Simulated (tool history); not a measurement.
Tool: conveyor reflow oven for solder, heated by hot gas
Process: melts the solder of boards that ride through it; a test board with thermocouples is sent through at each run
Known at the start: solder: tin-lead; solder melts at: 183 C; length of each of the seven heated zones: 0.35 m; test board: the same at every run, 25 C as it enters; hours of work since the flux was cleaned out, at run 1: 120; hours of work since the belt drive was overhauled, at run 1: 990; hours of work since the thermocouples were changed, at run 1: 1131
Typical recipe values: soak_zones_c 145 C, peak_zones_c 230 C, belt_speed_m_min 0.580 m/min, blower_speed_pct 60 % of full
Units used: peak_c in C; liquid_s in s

run    hour  soak_zones_c  peak_zones_c  belt_speed_m_min  blower_speed_pct  hours of work since the flux was cleaned out  hours of work since the belt drive was overhauled  hours of work since the thermocouples were changed  peak_c  liquid_s
  1     0.0           145           230             0.580                60                                           120                                                990                                                1131   207.6      48.0
  2    41.5           145           230             0.580                60                                           137                                               1007                                                1148   207.6      48.1
  3    69.7           145           230             0.580                60                                           148                                               1018                                                1159   207.7      47.9
  4   121.2           145           230             0.580                60                                           169                                               1039                                                1180   205.7      48.6
  5   157.6           150           230             0.580                60                                           184                                               1054                                                1195   208.5      51.0
  6   216.9           145           230             0.580                60                                           208                                               1078                                                1219   206.8      46.5
  7   268.4           145           238             0.580                60                                           229                                               1099                                                1240   212.8      54.0
  8   297.7           145           230             0.580                60                                           241                                               1111                                                1252   207.2      47.0
  9   325.1           145           230             0.580                60                                           252                                               1122                                                1263   206.7      48.0
 10   376.3           145           230             0.580                60                                           273                                               1142                                                1283   207.5      47.3
 11   403.4           145           230             0.580                60                                           283                                               1153                                                1294   206.4      47.2
 12   445.0           154           230             0.580                60                                           300                                               1170                                                1311   208.6      54.3
 13   471.2           145           230             0.580                60                                           311                                               1181                                                1322   206.0      46.6
 14   506.9           145           230             0.580                60                                           325                                               1195                                                1336   206.6      46.3
 15   563.7           145           230             0.580                60                                           348                                               1218                                                1359   205.7      46.1
 16   593.9           145           230             0.476                85                                           361                                               1230                                                1372   215.1      70.4
 17   636.7           151           230             0.560                60                                           378                                               1248                                                1389   208.3      52.7
 18   675.4           149           230             0.580                60                                           394                                               1263                                                1405   207.0      48.3
 19   736.3           149           230             0.580                60                                           418                                               1288                                                1429   205.7      48.2
 20   786.5           149           230             0.580                60                                           439                                               1308                                                1450   206.1      47.7
      791.8  -- thermocouples of zones 6 and 7 changed
 21   818.1           149           230             0.580                60                                           451                                               1320                                                  11   208.8      50.6
 22   863.7           149           230             0.580                60                                           469                                               1339                                                  29   209.0      51.9
      900.0  -- flux residue cleaned out of gas plates and filters
 23   928.6           153           230             0.580                56                                            12                                               1363                                                  53   211.2      56.1
 24   992.8           153           230             0.580                83                                            38                                               1389                                                  79   216.6      61.1
 25  1055.2           137           230             0.580                59                                            63                                               1414                                                 105   208.2      46.4
 26  1088.3           137           230             0.580                59                                            76                                               1428                                                 118   209.1      46.7
 27  1131.1           155           243             0.580                59                                            94                                               1445                                                 135   223.3      65.3
 28  1180.9           141           230             0.580                74                                           114                                               1465                                                 156   212.4      52.4
 29  1245.8           136           243             0.469                60                                           140                                               1492                                                 182   226.5      76.1

Below are 3 alternative next runs, each starting from the tool's condition after run 29. Predict each:
  A  1296.1           145           221             0.675                60                                           160                                               1512                                                 202       ?         ?
  B  1296.1           136           239             0.469                60                                           160                                               1512                                                 202       ?         ?
  C  1296.1           136           243             0.469                60                                           160                                               1512                                                 202       ?         ?

run  peak_c  liquid_s
  A   197.3      29.6
  B   222.3      73.8
  C   226.7      75.3
Had the tool no hidden state, the same runs would have come out as:
run  peak_c  liquid_s
  A   197.8      29.4
  B   222.8      72.1
  C   227.1      73.5

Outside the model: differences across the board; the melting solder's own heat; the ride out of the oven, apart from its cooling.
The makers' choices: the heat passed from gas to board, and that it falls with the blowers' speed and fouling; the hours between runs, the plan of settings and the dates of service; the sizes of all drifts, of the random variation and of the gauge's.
